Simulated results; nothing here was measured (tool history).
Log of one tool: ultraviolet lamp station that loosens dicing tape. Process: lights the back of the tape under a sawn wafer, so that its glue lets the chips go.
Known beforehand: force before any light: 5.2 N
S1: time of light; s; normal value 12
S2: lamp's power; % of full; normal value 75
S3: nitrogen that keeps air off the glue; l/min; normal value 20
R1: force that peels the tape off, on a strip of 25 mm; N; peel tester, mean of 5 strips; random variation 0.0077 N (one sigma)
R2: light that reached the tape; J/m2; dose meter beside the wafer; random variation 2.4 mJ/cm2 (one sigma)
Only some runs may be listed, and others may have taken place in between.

run 1 hour=0 | S1=12 S2=75 S3=20 | R1=0.397 R2=2140
run 2 hour=12.1 | S1=12 S2=75 S3=20 | R1=0.384 R2=2150
run 3 hour=30.3 | S1=12 S2=75 S3=20 | R1=0.393 R2=2110
run 4 hour=52.7 | S1=8 S2=75 S3=20 | R1=0.747 R2=1410
run 5 hour=68.7 | S1=9 S2=75 S3=20 | R1=0.611 R2=1550
run 6 hour=85.4 | S1=9 S2=75 S3=20 | R1=0.63 R2=1600
run 7 hour=111.9 | S1=12 S2=75 S3=20 | R1=0.419 R2=2070
-- hour=114.7 window cleaned of glue's vapour
run 8 hour=135.9 | S1=12 S2=75 S3=20 | R1=0.361 R2=2210
run 9 hour=154.9 | S1=12 S2=75 S3=20 | R1=0.369 R2=2170
run 10 hour=167.1 | S1=12 S2=75 S3=20 | R1=0.373 R2=2190
run 11 hour=196.1 | S1=12 S2=75 S3=20 | R1=0.39 R2=2150
run 12 hour=220.8 | S1=12 S2=98 S3=20 | R1=0.288 R2=2810
run 13 hour=240.1 | S1=12 S2=98 S3=20 | R1=0.282 R2=2740
run 14 hour=252.4 | S1=12 S2=98 S3=20 | R1=0.28 R2=2790
run 15 hour=279 | S1=12 S2=75 S3=20 | R1=0.397 R2=2070
run 16 hour=297.7 | S1=12 S2=75 S3=20 | R1=0.394 R2=2090
run 17 hour=326.4 | S1=12 S2=75 S3=20 | R1=0.424 R2=2060
run 18 hour=338.5 | S1=12 S2=75 S3=20 | R1=0.413 R2=2040
run 19 hour=366.6 | S1=12 S2=75 S3=20 | R1=0.409 R2=2060
run 20 hour=390.1 | S1=17 S2=75 S3=20 | R1=0.264 R2=2840
run 21 hour=418.2 | S1=12 S2=64 S3=20 | R1=0.551 R2=1710
run 22 hour=434.5 | S1=12 S2=64 S3=20 | R1=0.54 R2=1700
run 23 hour=454.8 | S1=12 S2=64 S3=20 | R1=0.571 R2=1640
run 24 hour=483.5 | S1=7 S2=63 S3=26 | R1=1.156 R2=970
run 25 hour=497.8 | S1=10 S2=77 S3=8 | R1=0.903 R2=1650
run 26 hour=521.2 | S1=17 S2=85 S3=6 | R1=0.384 R2=3050
run 27 hour=550 | S1=8 S2=85 S3=9 | R1=1.056 R2=1480
run 28 hour=576.2 | S1=12 S2=75 S3=35 | R1=0.368 R2=1910
run 29 hour=593.9 | S1=12 S2=75 S3=35 | R1=0.386 R2=1890
run 30 hour=615.1 | S1=15 S2=75 S3=20 | R1=0.355 R2=2300
run 31 hour=643.4 | S1=7 S2=75 S3=20 | R1=1.1 R2=1050

Run 32 is up next; what results do you expect?
run 32 hour=666.8 | S1=10 S2=62 S3=20 | R1=? R2=?

R1: 0.886 N
R2: 1240 J/m2
Without the tool's hidden state the same run would have given R1 0.485 N, R2 1810 J/m2.

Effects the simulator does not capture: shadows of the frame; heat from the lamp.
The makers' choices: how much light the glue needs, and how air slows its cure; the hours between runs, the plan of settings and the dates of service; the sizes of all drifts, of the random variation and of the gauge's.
